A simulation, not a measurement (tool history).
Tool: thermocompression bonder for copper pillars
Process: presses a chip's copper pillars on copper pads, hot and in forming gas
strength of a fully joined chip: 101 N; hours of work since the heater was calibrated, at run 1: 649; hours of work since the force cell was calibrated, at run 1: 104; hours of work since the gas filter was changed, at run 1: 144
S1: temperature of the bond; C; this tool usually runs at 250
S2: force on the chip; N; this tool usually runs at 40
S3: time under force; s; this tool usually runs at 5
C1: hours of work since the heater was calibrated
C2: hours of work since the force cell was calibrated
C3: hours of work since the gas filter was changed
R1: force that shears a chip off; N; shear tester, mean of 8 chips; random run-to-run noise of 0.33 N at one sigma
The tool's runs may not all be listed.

{"run": 1, "hour": 0.0, "S1": 250, "S2": 40, "S3": 5, "C1": 649, "C2": 104, "C3": 144, "R1": 41.7}
{"run": 2, "hour": 29.9, "S1": 250, "S2": 40, "S3": 5, "C1": 672, "C2": 127, "C3": 166, "R1": 41.3}
{"run": 3, "hour": 70.0, "S1": 250, "S2": 40, "S3": 5, "C1": 702, "C2": 157, "C3": 197, "R1": 41.0}
{"run": 4, "hour": 112.7, "S1": 250, "S2": 40, "S3": 3, "C1": 735, "C2": 190, "C3": 229, "R1": 33.5}
{"run": 5, "hour": 154.4, "S1": 250, "S2": 40, "S3": 3, "C1": 766, "C2": 221, "C3": 260, "R1": 33.0}
{"hour": 161.8, "done": "forming gas filter changed"}
{"run": 6, "hour": 181.4, "S1": 250, "S2": 40, "S3": 3, "C1": 786, "C2": 241, "C3": 15, "R1": 35.0}
{"run": 7, "hour": 217.3, "S1": 250, "S2": 40, "S3": 3, "C1": 813, "C2": 268, "C3": 42, "R1": 35.5}
{"run": 8, "hour": 243.1, "S1": 250, "S2": 40, "S3": 5, "C1": 833, "C2": 288, "C3": 61, "R1": 42.1}
{"run": 9, "hour": 278.2, "S1": 250, "S2": 40, "S3": 5, "C1": 859, "C2": 314, "C3": 88, "R1": 41.9}
{"run": 10, "hour": 317.2, "S1": 250, "S2": 40, "S3": 5, "C1": 889, "C2": 344, "C3": 117, "R1": 42.4}
{"run": 11, "hour": 342.7, "S1": 250, "S2": 40, "S3": 5, "C1": 908, "C2": 363, "C3": 137, "R1": 42.1}
{"run": 12, "hour": 389.6, "S1": 250, "S2": 40, "S3": 5, "C1": 943, "C2": 398, "C3": 172, "R1": 41.5}
{"run": 13, "hour": 422.0, "S1": 250, "S2": 40, "S3": 5, "C1": 968, "C2": 423, "C3": 196, "R1": 41.3}
{"run": 14, "hour": 450.2, "S1": 250, "S2": 40, "S3": 5, "C1": 989, "C2": 444, "C3": 218, "R1": 41.6}
{"run": 15, "hour": 497.8, "S1": 250, "S2": 40, "S3": 5, "C1": 1025, "C2": 480, "C3": 254, "R1": 40.1}
{"hour": 513.5, "done": "forming gas filter changed"}
{"run": 16, "hour": 535.7, "S1": 243, "S2": 45, "S3": 5, "C1": 1053, "C2": 508, "C3": 17, "R1": 42.8}
{"run": 17, "hour": 555.4, "S1": 265, "S2": 39, "S3": 8, "C1": 1068, "C2": 523, "C3": 32, "R1": 61.3}
{"hour": 560.0, "done": "force cell calibrated"}
{"run": 18, "hour": 579.2, "S1": 275, "S2": 40, "S3": 5, "C1": 1085, "C2": 15, "C3": 49, "R1": 59.4}
{"run": 19, "hour": 624.4, "S1": 275, "S2": 40, "S3": 5, "C1": 1119, "C2": 49, "C3": 83, "R1": 58.2}
{"run": 20, "hour": 653.6, "S1": 250, "S2": 40, "S3": 5, "C1": 1141, "C2": 71, "C3": 105, "R1": 41.4}
{"hour": 657.1, "done": "force cell calibrated, once more"}
{"run": 21, "hour": 679.7, "S1": 221, "S2": 36, "S3": 5, "C1": 1160, "C2": 17, "C3": 123, "R1": 23.1}
{"run": 22, "hour": 718.0, "S1": 270, "S2": 40, "S3": 5, "C1": 1189, "C2": 46, "C3": 152, "R1": 56.5}
{"run": 23, "hour": 755.7, "S1": 270, "S2": 40, "S3": 5, "C1": 1217, "C2": 74, "C3": 181, "R1": 56.8}
{"run": 24, "hour": 777.3, "S1": 255, "S2": 29, "S3": 5, "C1": 1233, "C2": 91, "C3": 197, "R1": 33.6}
{"run": 25, "hour": 813.1, "S1": 222, "S2": 40, "S3": 5, "C1": 1260, "C2": 118, "C3": 224, "R1": 26.1}
{"run": 26, "hour": 842.3, "S1": 240, "S2": 32, "S3": 8, "C1": 1282, "C2": 140, "C3": 246, "R1": 34.5}
{"hour": 869.8, "done": "forming gas filter changed"}
{"run": 27, "hour": 876.6, "S1": 223, "S2": 32, "S3": 8, "C1": 1308, "C2": 165, "C3": 5, "R1": 26.9}
{"run": 28, "hour": 917.6, "S1": 231, "S2": 59, "S3": 8, "C1": 1339, "C2": 196, "C3": 36, "R1": 55.3}

Selected run-to-run steps in R1, each split into two signed amounts: the part the tool would show with no hidden state at all (from settings, incoming material and random variation), and the remainder, which goes to the hidden state together with any gauge scatter not common to the measured and the hidden-state-free results:
Unlogged tool condition in this case: true temperature of the bond over the reading, C; force that reaches the chip, % of what is set; oxide that the forming gas leaves, % of the face; drift of the gauge itself on shear_n, %.
Run 5 -> 6: forming gas filter changed. R1 +2.0 N: hidden state +2.4, all else -0.4.
Run 15 -> 16: S1 250 -> 243, S2 40 -> 45, forming gas filter changed. R1 +2.7 N: hidden state +2.6, all else +0.1.
Run 21 -> 22: S1 221 -> 270, S2 36 -> 40. R1 +33.4 N: hidden state -0.5, all else +33.9.
Run 27 -> 28: S1 223 -> 231, S2 32 -> 59. R1 +28.4 N: hidden state +0.9, all else +27.5.

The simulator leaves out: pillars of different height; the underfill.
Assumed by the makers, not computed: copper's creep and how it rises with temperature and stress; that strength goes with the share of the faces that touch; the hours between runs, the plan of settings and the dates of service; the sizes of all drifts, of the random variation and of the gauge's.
